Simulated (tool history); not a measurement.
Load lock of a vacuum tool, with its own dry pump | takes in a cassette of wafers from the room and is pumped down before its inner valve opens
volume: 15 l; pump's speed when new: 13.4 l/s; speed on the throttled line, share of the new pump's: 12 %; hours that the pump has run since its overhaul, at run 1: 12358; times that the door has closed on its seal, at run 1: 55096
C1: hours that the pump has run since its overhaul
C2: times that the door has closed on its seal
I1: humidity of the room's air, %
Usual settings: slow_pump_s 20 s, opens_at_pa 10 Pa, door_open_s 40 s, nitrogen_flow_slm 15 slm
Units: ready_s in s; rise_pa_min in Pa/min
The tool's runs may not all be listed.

Run 1, day 0: usual settings; C1 12358; C2 55096; I1 48.1. Result: ready_s 28.4 s, rise_pa_min 0.474 Pa/min.
Run 2, day 13.108: usual settings; C1 12672; C2 56339; I1 45.4. Result: ready_s 28.4 s, rise_pa_min 0.482 Pa/min.
Run 3, day 21.2: usual settings; C1 12866; C2 57106; I1 42.8. Result: ready_s 28.5 s, rise_pa_min 0.481 Pa/min.
Run 4, day 36.625: usual settings; C1 13237; C2 58569; I1 48.1. Result: ready_s 28.7 s, rise_pa_min 0.513 Pa/min.
Run 5, day 47.588: usual settings; C1 13500; C2 59609; I1 46.8. Result: ready_s 28.7 s, rise_pa_min 0.517 Pa/min.
Run 6, day 61.312: usual settings but door_open_s 49 s; C1 13829; C2 60910; I1 42.9. Result: ready_s 28.5 s, rise_pa_min 0.544 Pa/min.
Run 7, day 73.633: usual settings but door_open_s 106 s; C1 14125; C2 62078; I1 47. Result: ready_s 28.6 s, rise_pa_min 0.603 Pa/min.
At day 81.1: door's seal changed, seat wiped.
Run 8, day 83.154: usual settings but door_open_s 106 s; C1 14352; C2 194; I1 43.1. Result: ready_s 28.5 s, rise_pa_min 0.071 Pa/min.
Run 9, day 96.571: usual settings but door_open_s 106 s; C1 14674; C2 1467; I1 43.2. Result: ready_s 28.8 s, rise_pa_min 0.067 Pa/min.
Run 10, day 103.45: usual settings; C1 14839; C2 2119; I1 43. Result: ready_s 28.7 s, rise_pa_min 0.04 Pa/min.
Run 11, day 112.538: usual settings; C1 15057; C2 2981; I1 43. Result: ready_s 28.8 s, rise_pa_min 0.049 Pa/min.
Run 12, day 126.017: usual settings; C1 15380; C2 4259; I1 44.9. Result: ready_s 28.7 s, rise_pa_min 0.046 Pa/min.
Run 13, day 134.842: usual settings; C1 15592; C2 5096; I1 42.8. Result: ready_s 28.7 s, rise_pa_min 0.053 Pa/min.
Run 14, day 146.092: usual settings; C1 15862; C2 6162; I1 43.2. Result: ready_s 28.6 s, rise_pa_min 0.053 Pa/min.
Run 15, day 161.125: usual settings; C1 16223; C2 7588; I1 48.7. Result: ready_s 28.8 s, rise_pa_min 0.068 Pa/min.
Run 16, day 173.342: usual settings; C1 16516; C2 8746; I1 45. Result: ready_s 28.9 s, rise_pa_min 0.073 Pa/min.
Run 17, day 189.658: usual settings; C1 16908; C2 10294; I1 47.5. Result: ready_s 28.5 s, rise_pa_min 0.077 Pa/min.
Run 18, day 198.421: usual settings; C1 17118; C2 11125; I1 47.4. Result: ready_s 28.9 s, rise_pa_min 0.078 Pa/min.
Run 19, day 213.146: usual settings; C1 17472; C2 12521; I1 47.5. Result: ready_s 29 s, rise_pa_min 0.084 Pa/min.
Run 20, day 226.733: usual settings; C1 17798; C2 13809; I1 44.4. Result: ready_s 28.9 s, rise_pa_min 0.097 Pa/min.
Run 21, day 239.488: usual settings but slow_pump_s 16 s, opens_at_pa 12 Pa, door_open_s 203 s, nitrogen_flow_slm 5 slm; C1 18104; C2 15019; I1 44.1. Result: ready_s 25.1 s, rise_pa_min 0.189 Pa/min.
Run 22, day 250.521: usual settings but slow_pump_s 16 s, opens_at_pa 12 Pa, door_open_s 203 s, nitrogen_flow_slm 5 slm; C1 18369; C2 16065; I1 43.1. Result: ready_s 25.2 s, rise_pa_min 0.201 Pa/min.
Run 23, day 258.267: usual settings but slow_pump_s 33 s, opens_at_pa 12 Pa, door_open_s 203 s, nitrogen_flow_slm 8 slm; C1 18554; C2 16800; I1 49.2. Result: ready_s 39.7 s, rise_pa_min 0.207 Pa/min.
Run 24, day 268.375: usual settings but slow_pump_s 40 s, opens_at_pa 12 Pa, door_open_s 44 s, nitrogen_flow_slm 8 slm; C1 18797; C2 17758; I1 42.7. Result: ready_s 45.8 s, rise_pa_min 0.128 Pa/min.
Run 25, day 283.538: usual settings but slow_pump_s 13 s, nitrogen_flow_slm 26 slm; C1 19161; C2 19196; I1 47.9. Result: ready_s 23 s, rise_pa_min 0.12 Pa/min.
Run 26, day 295.688: usual settings but slow_pump_s 13 s, nitrogen_flow_slm 26 slm; C1 19453; C2 20348; I1 45.2. Result: ready_s 22.9 s, rise_pa_min 0.122 Pa/min.
Run 27, day 309.117: usual settings but slow_pump_s 26 s, nitrogen_flow_slm 36 slm; C1 19775; C2 21621; I1 45.5. Result: ready_s 34.1 s, rise_pa_min 0.125 Pa/min.
Run 28, day 325.225: usual settings but slow_pump_s 12 s, opens_at_pa 16 Pa; C1 20161; C2 23149; I1 47.4. Result: ready_s 21.4 s, rise_pa_min 0.154 Pa/min.
Run 29, day 333.533: usual settings but opens_at_pa 12 Pa, door_open_s 134 s; C1 20361; C2 23937; I1 45.7. Result: ready_s 28.7 s, rise_pa_min 0.195 Pa/min.
Run 30, day 342.846: usual settings but slow_pump_s 27 s, opens_at_pa 16 Pa, door_open_s 51 s, nitrogen_flow_slm 22 slm; C1 20584; C2 24820; I1 46.4. Result: ready_s 34.4 s, rise_pa_min 0.16 Pa/min.
Run 31, day 352.096: usual settings but slow_pump_s 27 s, opens_at_pa 16 Pa, door_open_s 51 s, nitrogen_flow_slm 22 slm; C1 20806; C2 25697; I1 44.1. Result: ready_s 34.3 s, rise_pa_min 0.159 Pa/min.
Run 32, day 365.1: usual settings but slow_pump_s 27 s, opens_at_pa 20 Pa, door_open_s 26 s, nitrogen_flow_slm 9 slm; C1 21118; C2 26930; I1 44.4. Result: ready_s 34.1 s, rise_pa_min 0.176 Pa/min.
Run 33, day 374.871: usual settings but slow_pump_s 10 s, opens_at_pa 8 Pa, door_open_s 143 s, nitrogen_flow_slm 42 slm; C1 21353; C2 27857; I1 44.6. Result: ready_s 20.8 s, rise_pa_min 0.193 Pa/min.
Run 34, day 386.079: usual settings but slow_pump_s 17 s, door_open_s 170 s, nitrogen_flow_slm 12 slm; C1 21622; C2 28919; I1 42.6. Result: ready_s 26.3 s, rise_pa_min 0.249 Pa/min.
Run 35, day 398.471: usual settings but slow_pump_s 17 s, opens_at_pa 13 Pa, door_open_s 170 s, nitrogen_flow_slm 12 slm; C1 21919; C2 30095; I1 45.9. Result: ready_s 26.2 s, rise_pa_min 0.256 Pa/min.
Run 36, day 413.654: usual settings but slow_pump_s 17 s, opens_at_pa 13 Pa, door_open_s 170 s, nitrogen_flow_slm 12 slm; C1 22284; C2 31534; I1 46.6. Result: ready_s 26.3 s, rise_pa_min 0.277 Pa/min.
Run 37, day 426.8: usual settings but door_open_s 207 s; C1 22599; C2 32781; I1 46.4. Result: ready_s 29.1 s, rise_pa_min 0.29 Pa/min.

The same runs without the tool's hidden state, with the same run-to-run variation:
The hidden state here: pump's speed, % of a new pump's; leak at the door's seal, Pa l/s; drift of the gauge itself on ready_s, %; drift of the gauge itself on rise_pa_min, %.
run  ready_s  rise_pa_min
  1     27.8        0.047
  2     27.8        0.047
  3     27.9        0.038
  4       28        0.046
  5       28        0.039
  6     27.8        0.043
  7     27.9        0.075
  8     27.7        0.072
  9     28.1        0.065
 10     27.9        0.036
 11       28        0.042
 12     27.9        0.035
 13     27.8        0.038
 14     27.8        0.034
 15     27.9        0.043
 16       28        0.043
 17     27.6        0.041
 18       28         0.04
 19       28         0.04
 20     27.9        0.045
 21     24.1        0.132
 22     24.1        0.139
 23     38.9         0.14
 24     45.2        0.056
 25     21.8         0.04
 26     21.7        0.036
 27     33.1        0.028
 28     20.2        0.046
 29     27.5        0.079
 30     33.4        0.037
 31     33.4        0.031
 32     33.2        0.038
 33     19.3        0.048
 34       25        0.094
 35     24.9        0.095
 36       25        0.101
 37     27.8        0.101
